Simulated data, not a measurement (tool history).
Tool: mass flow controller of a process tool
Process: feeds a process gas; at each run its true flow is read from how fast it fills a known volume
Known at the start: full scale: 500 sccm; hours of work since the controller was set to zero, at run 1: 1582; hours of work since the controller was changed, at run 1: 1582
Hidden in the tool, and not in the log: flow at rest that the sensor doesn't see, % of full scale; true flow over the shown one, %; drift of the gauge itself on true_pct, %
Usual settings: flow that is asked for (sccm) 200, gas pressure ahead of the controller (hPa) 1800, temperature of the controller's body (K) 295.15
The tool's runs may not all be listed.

run,hour,flow that is asked for (sccm),gas pressure ahead of the controller (hPa),temperature of the controller's body (K),hours of work since the controller was set to zero,hours of work since the controller was changed,true flow (%)
1,0.0,200,1800,295.15,1582,1582,98.94
2,86.2,200,1800,295.15,1624,1624,99.02
3,195.5,200,1800,295.15,1678,1678,98.96
4,267.6,403,1800,295.15,1713,1713,99.71
5,353.0,200,1800,295.15,1755,1755,99.06
6,460.7,200,1800,295.15,1807,1807,98.99
7,521.4,98,1800,295.15,1837,1837,99.26
8,619.1,98,1800,295.15,1885,1885,99.22
9,665.2,98,1800,295.15,1907,1907,99.15
10,765.7,377,1800,295.15,1956,1956,99.62
11,854.5,377,1800,295.15,2000,2000,99.67
12,945.5,377,1800,295.15,2044,2044,99.65
13,1046.1,200,2060,295.15,2093,2093,99.06
14,1153.4,200,1800,295.15,2146,2146,99.13
15,1223.0,200,1800,295.15,2180,2180,99.19
16,1313.3,200,1800,295.15,2224,2224,99.16
17,1401.6,200,1800,295.15,2267,2267,99.09
18,1447.3,200,1800,295.15,2289,2289,99.13
19,1521.1,200,1800,295.15,2325,2325,99.18
20,1596.0,200,1800,301.15,2362,2362,98.86
21,1683.0,200,1800,301.15,2405,2405,99.01
22,1772.5,200,1800,301.15,2448,2448,98.91
23,1828.1,200,2190,301.15,2475,2475,98.89
24,1933.4,200,2190,301.15,2527,2527,98.78
25,1997.6,285,1500,306.15,2558,2558,99.10
# hour 2005.9: controller's zero set anew
26,2054.4,134,2540,304.15,24,2586,99.32
27,2102.1,499,1800,308.15,47,2609,99.80
28,2152.2,78,1800,296.15,71,2634,100.85
29,2247.7,159,2280,295.15,118,2680,99.58
# hour 2258.3: controller's zero set anew, once more
30,2326.4,115,1650,295.15,33,2719,98.36
31,2422.0,115,1650,295.15,80,2765,98.28
32,2488.6,58,1800,309.15,113,2798,97.64
33,2534.7,54,1850,295.15,135,2820,98.30
34,2613.7,105,2170,295.15,174,2859,98.09
35,2665.8,105,2170,295.15,199,2884,98.08
36,2746.4,117,1620,300.15,239,2924,98.16
37,2843.8,76,1800,295.15,286,2971,98.35
38,2949.5,324,1740,302.15,338,3023,98.83
39,3006.0,78,1700,302.15,365,3051,98.06
40,3063.3,78,1700,309.15,393,3079,97.90
41,3175.9,91,1440,303.15,448,3134,98.18
42,3252.2,91,1440,303.15,486,3171,98.29
43,3333.9,169,1510,300.15,526,3211,98.44
44,3382.6,123,1430,295.15,550,3235,98.54
45,3428.2,123,1430,295.15,572,3257,98.60
46,3500.4,148,1430,300.15,607,3292,98.52
47,3611.8,148,1430,300.15,662,3347,98.56

How the hidden state differs across the entries between the runs, from the last listed run before each to the first after it:
Between runs 25 and 26: controller's zero set anew (hour 2005.9)
  flow at rest that the sensor doesn't see, % of full scale: 0.328 -> 0.484; true flow over the shown one, %: -0.38 -> -0.39
  measured less the result without the state, true flow (%): +0.19 -> +1.42
Between runs 29 and 30: controller's zero set anew, once more (hour 2258.3)
  flow at rest that the sensor doesn't see, % of full scale: 0.495 -> 0.058
  measured less the result without the state, true flow (%): +1.16 -> -0.14

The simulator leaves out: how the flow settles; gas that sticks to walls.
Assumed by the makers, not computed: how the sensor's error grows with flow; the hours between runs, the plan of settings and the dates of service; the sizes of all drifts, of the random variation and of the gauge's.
